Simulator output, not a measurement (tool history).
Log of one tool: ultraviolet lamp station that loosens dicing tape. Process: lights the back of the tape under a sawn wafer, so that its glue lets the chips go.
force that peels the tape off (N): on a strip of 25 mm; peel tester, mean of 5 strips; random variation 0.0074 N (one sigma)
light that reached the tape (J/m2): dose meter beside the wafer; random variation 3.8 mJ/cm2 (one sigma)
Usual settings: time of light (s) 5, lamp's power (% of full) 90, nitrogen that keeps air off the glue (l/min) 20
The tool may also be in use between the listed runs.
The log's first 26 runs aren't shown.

run	hour	time of light (s)	lamp's power (% of full)	nitrogen that keeps air off the glue (l/min)	hours of work of the lamp	hours of work since the window was cleaned	force that peels the tape off (N)	light that reached the tape (J/m2)
27	380.4	10	90	20	627	259	0.175	10920
28	393.8	6	78	11	636	268	0.551	5640
29	412.4	9	77	16	649	281	0.218	8290
30	429.3	6	77	14	661	293	0.485	5480
31	448.2	6	93	6	674	306	0.643	6630
32	464.1	7	80	20	685	317	0.273	6600
33	484.0	7	80	20	699	330	0.269	6590
# hour 486.5: window cleaned of glue's vapour
34	496.1	5	87	20	707	7	0.395	5340
35	513.5	5	87	20	719	19	0.405	5370

5 ways to go on from here, each from the tool as it stands after run 35. What would each give?
A	524.4	5	87	31	726	26	?	?
B	524.4	5	90	24	726	26	?	?
C	524.4	2	66	20	726	26	?	?
D	524.4	6	62	13	726	26	?	?
E	524.4	5	78	20	726	26	?	?

run	force that peels the tape off (N)	light that reached the tape (J/m2)
A	0.314	5330
B	0.331	5430
C	2.414	1570
D	0.766	4530
E	0.487	4770
Without the tool's hidden state the same runs would have given:
run	force that peels the tape off (N)	light that reached the tape (J/m2)
A	0.240	6340
B	0.248	6470
C	2.035	1880
D	0.553	5400
E	0.348	5670

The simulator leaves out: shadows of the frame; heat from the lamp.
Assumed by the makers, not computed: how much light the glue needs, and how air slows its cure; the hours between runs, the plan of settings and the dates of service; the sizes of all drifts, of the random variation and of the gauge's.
